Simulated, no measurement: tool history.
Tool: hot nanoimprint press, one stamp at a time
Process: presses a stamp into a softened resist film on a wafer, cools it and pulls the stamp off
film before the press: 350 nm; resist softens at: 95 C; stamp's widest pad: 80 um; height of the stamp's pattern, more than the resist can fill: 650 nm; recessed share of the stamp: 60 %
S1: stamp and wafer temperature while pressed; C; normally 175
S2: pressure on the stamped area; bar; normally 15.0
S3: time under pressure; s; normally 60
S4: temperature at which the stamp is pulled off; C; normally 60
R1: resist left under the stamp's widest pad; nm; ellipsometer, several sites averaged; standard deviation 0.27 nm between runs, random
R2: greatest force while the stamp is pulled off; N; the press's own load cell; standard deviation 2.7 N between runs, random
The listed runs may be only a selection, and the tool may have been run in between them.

run,hour,S1,S2,S3,S4,R1,R2
1,0.0,175,15.0,60,60,199.2,146
2,7.8,175,15.0,60,60,199.3,154
3,16.5,175,15.0,60,60,199.3,153
4,25.4,175,15.0,60,60,198.8,156
5,39.0,175,15.0,60,60,198.6,156
6,51.5,175,15.0,60,60,199.2,156
7,65.1,175,24.0,60,60,159.8,155
8,81.6,175,24.0,60,60,159.6,160
9,96.5,175,24.0,60,60,159.8,167
10,107.4,175,11.2,60,60,223.8,169
11,123.4,169,11.2,60,60,254.6,167
12,135.5,175,14.9,60,60,198.7,170
13,142.8,175,14.9,54,60,205.5,182
14,160.7,175,14.9,54,60,205.1,175
15,169.7,175,14.9,54,60,204.6,176
16,177.4,175,14.9,54,60,205.0,175
17,190.0,175,15.0,31,50,237.5,223
18,199.1,172,15.0,60,49,213.4,236

Some steps in R1, run to run, broken into two amounts with sign: the step expected even without the hidden condition (settings, incoming material, random variation), and the rest, left for the hidden condition together with whatever gauge scatter is not in both the measured and the hidden-condition-free result:
The hidden state here: true temperature over the reading, C; pressure that arrives at the usual setting, %; grip of the stamp's worn release coat, % over a new coat's; drift of the gauge itself on residual_nm, %; drift of the gauge itself on pull_off_n, %.
Run 9 -> 10: S2 24.0 -> 11.2. R1 +64.0 nm: hidden state -2.5, all else +66.5.
